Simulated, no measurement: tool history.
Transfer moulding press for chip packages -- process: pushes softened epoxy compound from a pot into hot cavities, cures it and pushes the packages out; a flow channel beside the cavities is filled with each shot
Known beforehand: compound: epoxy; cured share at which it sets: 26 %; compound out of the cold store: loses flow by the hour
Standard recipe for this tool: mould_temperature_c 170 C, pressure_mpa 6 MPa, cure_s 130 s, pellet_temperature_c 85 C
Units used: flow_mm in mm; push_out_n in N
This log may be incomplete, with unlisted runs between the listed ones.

run	hour	mould_temperature_c	pressure_mpa	cure_s	pellet_temperature_c	incoming compound's hours out of the cold store	flow_mm	push_out_n
1	0	170	6	130	85	24.3	567	783
2	8.7	170	6	130	85	35.8	535	786
3	19.5	170	7.03	130	85	28.4	598	825
# hour 31.1: cavities cleaned with cleaning compound and waxed
4	32.1	170	7.03	130	85	31	591	1045
5	39.2	170	6	130	85	10.4	605	1059
6	46	170	6	130	85	21	575	1038
# hour 58.4: cavities cleaned with cleaning compound and waxed, once more
7	59.3	170	6	130	85	42.5	513	486
8	64.7	170	6.18	130	85	26	571	532
9	74.9	170	6.18	130	85	13.8	607	631
10	83.9	170	6.18	130	85	14.5	603	664
11	90.3	170	6.18	130	85	29.9	552	656
12	100	170	6.18	130	85	11.7	613	727
13	106	170	6.18	130	85	26.3	567	730
14	114	170	6	151	85	20.6	575	676
15	124	170	5.98	130	85	11.4	596	810
16	132.9	162	7.41	136	85	35.5	609	1219
17	141.3	162	7.41	136	85	46.9	575	1233
18	146.4	170	6.21	169	82	38.1	530	665
19	152.4	170	6.21	169	82	25.6	566	687
20	163.8	167	6	130	85	32.3	543	952
21	174	170	6.17	130	84	38.4	531	829
22	185.5	170	6.17	130	84	29.2	556	837
23	197.2	170	6.17	130	84	37.1	533	839
# hour 204.6: cavities cleaned with cleaning compound and waxed
24	204.6	170	6.17	130	84	19.1	578	496
25	209.7	170	6.17	131	88	46.3	506	488

Forecast each of these 3 alternatives for the next run:
A	218.9	170	6	125	82	32.9	?	?
B	218.9	170	6.02	130	85	21.4	?	?
C	218.9	170	6.17	131	82	41.4	?	?

run	flow_mm	push_out_n
A	537	621
B	568	579
C	520	594
Stripped of hidden state, with their random variation kept, the same runs would have yielded:
run	flow_mm	push_out_n
A	549	526
B	580	490
C	532	503

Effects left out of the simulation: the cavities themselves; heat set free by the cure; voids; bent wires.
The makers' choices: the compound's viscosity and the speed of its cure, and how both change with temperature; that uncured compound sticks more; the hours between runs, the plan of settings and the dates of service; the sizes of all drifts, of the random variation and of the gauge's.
